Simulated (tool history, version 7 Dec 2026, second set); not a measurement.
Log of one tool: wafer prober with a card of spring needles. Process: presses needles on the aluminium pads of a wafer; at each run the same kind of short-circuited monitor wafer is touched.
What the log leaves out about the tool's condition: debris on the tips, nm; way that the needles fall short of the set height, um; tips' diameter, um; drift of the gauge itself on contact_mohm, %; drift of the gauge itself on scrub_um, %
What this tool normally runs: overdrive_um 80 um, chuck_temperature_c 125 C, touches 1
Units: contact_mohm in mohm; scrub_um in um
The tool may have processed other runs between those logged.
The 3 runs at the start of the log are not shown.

| run | day | overdrive_um | chuck_temperature_c | touches | touches since the tips were cleaned | cleanings since the card got new needles | touches since the first contact's height was set | contact_mohm | scrub_um |
|---|---|---|---|---|---|---|---|---|---|
|  | 0.717 | tips cleaned on abrasive film |
| 4 | 0.954 | 80 | 125 | 1 | 1027 | 9 | 34573 | 250 | 14.63 |
| 5 | 1.321 | 80 | 125 | 2 | 2597 | 9 | 36143 | 257 | 14.45 |
|  | 1.521 | tips cleaned on abrasive film |
| 6 | 1.742 | 80 | 125 | 2 | 949 | 10 | 37918 | 248 | 14.49 |
| 7 | 2.142 | 80 | 125 | 1 | 2661 | 10 | 39630 | 262 | 14.57 |
|  | 2.338 | tips cleaned on abrasive film |
| 8 | 2.55 | 80 | 125 | 2 | 907 | 11 | 41367 | 250 | 14.47 |
| 9 | 2.821 | 80 | 125 | 1 | 2073 | 11 | 42533 | 257 | 14.42 |
| 10 | 3.112 | 80 | 125 | 1 | 3318 | 11 | 43778 | 256 | 14.51 |
|  | 3.15 | tips cleaned on abrasive film |
| 11 | 3.412 | 80 | 125 | 1 | 1129 | 12 | 45048 | 252 | 14.37 |
| 12 | 3.654 | 80 | 125 | 1 | 2158 | 12 | 46077 | 256 | 14.46 |
| 13 | 3.858 | 80 | 125 | 1 | 3039 | 12 | 46958 | 261 | 14.46 |
|  | 3.967 | tips cleaned on abrasive film |
| 14 | 4.088 | 80 | 125 | 1 | 516 | 13 | 47924 | 248 | 14.44 |
| 15 | 4.567 | 80 | 125 | 1 | 2559 | 13 | 49967 | 260 | 14.41 |
|  | 4.8 | tips cleaned on abrasive film |
| 16 | 4.833 | 80 | 125 | 1 | 151 | 14 | 51102 | 248 | 14.41 |
| 17 | 5.279 | 71 | 125 | 1 | 2055 | 14 | 53006 | 256 | 12.75 |
| 18 | 5.554 | 71 | 125 | 1 | 3242 | 14 | 54193 | 271 | 12.79 |
|  | 5.617 | tips cleaned on abrasive film |
| 19 | 5.808 | 62 | 59 | 1 | 819 | 15 | 55259 | 239 | 11.1 |
| 20 | 6.267 | 76 | 27 | 2 | 2774 | 15 | 57214 | 234 | 13.61 |
|  | 6.433 | tips cleaned on abrasive film |
| 21 | 6.471 | 76 | 27 | 2 | 153 | 16 | 58074 | 226 | 13.63 |
| 22 | 6.883 | 76 | 97 | 2 | 1922 | 16 | 59843 | 245 | 13.6 |

For run 23, what comes out?
| 23 | 7.167 | 76 | 97 | 2 | 3135 | 16 | 61056 | ? | ? |

Run 23 yielded contact_mohm 252 mohm, scrub_um 13.56 um.
Without the tool's hidden state the same run would have given contact_mohm 241 mohm, scrub_um 13.91 um.

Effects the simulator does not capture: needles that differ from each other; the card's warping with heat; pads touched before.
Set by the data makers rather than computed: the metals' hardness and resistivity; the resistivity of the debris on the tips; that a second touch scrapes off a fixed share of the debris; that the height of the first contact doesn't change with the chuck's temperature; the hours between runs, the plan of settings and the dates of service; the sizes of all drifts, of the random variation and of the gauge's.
